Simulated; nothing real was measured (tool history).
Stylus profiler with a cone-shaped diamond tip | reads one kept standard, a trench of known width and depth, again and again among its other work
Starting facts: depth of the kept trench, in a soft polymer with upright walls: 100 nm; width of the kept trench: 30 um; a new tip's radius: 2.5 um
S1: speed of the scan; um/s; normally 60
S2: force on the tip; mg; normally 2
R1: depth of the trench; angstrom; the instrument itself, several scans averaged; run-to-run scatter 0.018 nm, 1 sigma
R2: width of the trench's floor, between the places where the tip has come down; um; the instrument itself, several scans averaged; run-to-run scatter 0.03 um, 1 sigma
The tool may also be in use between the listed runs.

run	hour	S1	S2	R1	R2
1	0	60	2	1010.7	28.18
# hour 32.7: height scale calibrated on a step standard
2	38.9	25	2	1013.5	28.25
3	71	60	2	1013.4	28.18
4	107.5	60	2	1013.4	28.16
5	147.8	60	2	1013.5	28.16
6	186.3	81	2	1013.4	28.13
7	227.6	81	2	1013.4	28.12
8	258.5	60	3.1	1017.7	28.15
9	287.1	60	0.92	1007.9	28.09
10	321.4	60	0.92	1008.2	28.09
11	342.8	60	0.92	1008.1	28.08
12	372.8	60	0.92	1008	28.06
13	391.9	60	1.3	1010.1	28.13
14	420.5	60	2.1	1013.4	28.08
15	445.7	60	0.87	1007.7	28.05
16	473.2	55	1.97	1012.7	28.11
17	492.9	55	1.97	1012.6	28.12
18	521.5	20	4.15	1021.3	28.18
19	559.6	69	5.24	1024.9	28.12
20	589.3	17	0.77	1006.6	28.12
21	629.4	165	1.1	1008.8	27.78
22	670.3	165	2	1012.8	27.87
23	698.3	24	1.01	1007.8	28.09

Each row is a separate what-if for the run after 23, all from the same tool condition, not one after another. Results?
A	736.2	21	0.83	?	?
B	736.2	39	1.93	?	?
C	736.2	118	1.01	?	?
D	736.2	211	0.74	?	?
E	736.2	26	1	?	?

run	R1	R2
A	1007.1	28.16
B	1012.3	28.08
C	1007.8	27.9
D	1006.1	27.51
E	1007.9	28.08
Take away the tool's hidden state, keep each run's random variation, and the runs would have read:
run	R1	R2
A	1007.3	28.59
B	1012.6	28.5
C	1008.1	28.32
D	1006.3	27.94
E	1008.1	28.5
